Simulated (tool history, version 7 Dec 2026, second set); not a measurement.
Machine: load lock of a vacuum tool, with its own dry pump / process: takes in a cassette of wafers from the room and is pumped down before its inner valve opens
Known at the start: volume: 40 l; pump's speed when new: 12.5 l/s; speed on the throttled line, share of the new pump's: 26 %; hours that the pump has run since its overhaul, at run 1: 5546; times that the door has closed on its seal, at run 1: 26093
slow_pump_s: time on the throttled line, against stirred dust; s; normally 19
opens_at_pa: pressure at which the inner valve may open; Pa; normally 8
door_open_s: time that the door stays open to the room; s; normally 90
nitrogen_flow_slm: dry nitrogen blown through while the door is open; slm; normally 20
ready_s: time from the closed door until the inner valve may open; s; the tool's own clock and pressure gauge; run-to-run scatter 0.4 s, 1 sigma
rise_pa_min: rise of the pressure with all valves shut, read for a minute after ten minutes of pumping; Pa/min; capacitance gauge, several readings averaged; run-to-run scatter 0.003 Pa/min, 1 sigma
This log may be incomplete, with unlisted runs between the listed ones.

run,hour,slow_pump_s,opens_at_pa,door_open_s,nitrogen_flow_slm,hours that the pump has run since its overhaul,times that the door has closed on its seal,"incoming humidity of the room's air, %",ready_s,rise_pa_min
1,0,19,8,90,20,5546,26093,47.1,46.8,0.069
2,254.7,19,8,90,20,5801,27052,45.7,46.7,0.069
3,429.8,19,8,90,20,5976,27710,45,47,0.071
4,650.2,19,8,90,20,6196,28540,44.3,46.9,0.074
5,813.1,19,8,90,20,6359,29153,44.4,46.7,0.081
6,1033.4,19,8,29,20,6579,29982,46.6,47.1,0.063
7,1208.5,19,8,29,20,6755,30641,44.4,46,0.066
8,1473.3,19,8,29,20,7019,31637,46.9,47.1,0.062
9,1761.1,19,8,90,20,7307,32720,44.4,47.2,0.086
10,2068.3,19,8,90,20,7614,33876,45.4,47.3,0.087
11,2230.5,30,8,90,20,7777,34487,48.7,55.4,0.089
12,2443.4,30,8,90,20,7989,35288,44.2,54.5,0.086
13,2747,30,8,90,20,8293,36430,44.4,55,0.097
14,2985.7,30,8,90,20,8532,37329,45.1,55.4,0.098
15,3191.1,30,8,90,20,8737,38101,47.5,55.3,0.096
16,3427.7,30,8,90,20,8974,38992,50.8,54.8,0.103
17,3693.3,12,9,90,20,9239,39992,43,42.6,0.109
18,3876.5,12,9,90,20,9423,40681,45.1,42.9,0.104
19,4137.1,12,9,90,20,9683,41662,43.1,42.1,0.105
20,4334.4,14,14,90,5,9880,42404,44.4,42.2,0.132
21,4635.5,14,14,90,5,10181,43537,44.4,42.4,0.132
22,4822.6,14,7,33,5,10369,44241,48.6,44.6,0.109
23,5127.3,19,13,236,19,10673,45388,48.4,47.1,0.151
24,5292.5,31,8,34,20,10839,46009,50.4,56.2,0.104
25,5457.7,27,8,83,23,11004,46631,47.8,53.8,0.119
26,5782.6,27,8,99,21,11329,47854,41.6,54.4,0.125
27,5997,14,14,123,15,11543,48660,44.9,42.9,0.143
28,6170.7,14,14,123,15,11717,49314,46.3,43.1,0.144

4 options for the next run, each taken on its own from the tool as it stands now. Forecast them:
A,6407.7,14,8,90,7,11954,50206,44.9,?,?
B,6407.7,19,16,90,20,11954,50206,44.9,?,?
C,6407.7,22,6,123,15,11954,50206,42.8,?,?
D,6407.7,19,8,130,20,11954,50206,43.3,?,?

run,ready_s,rise_pa_min
A,46.6,0.146
B,47,0.129
C,51.8,0.144
D,49.2,0.142
With the hidden condition removed and each run's random variation left untouched, the same runs would have given:
run,ready_s,rise_pa_min
A,41.8,0.049
B,42.9,0.033
C,47.2,0.048
D,44.7,0.044
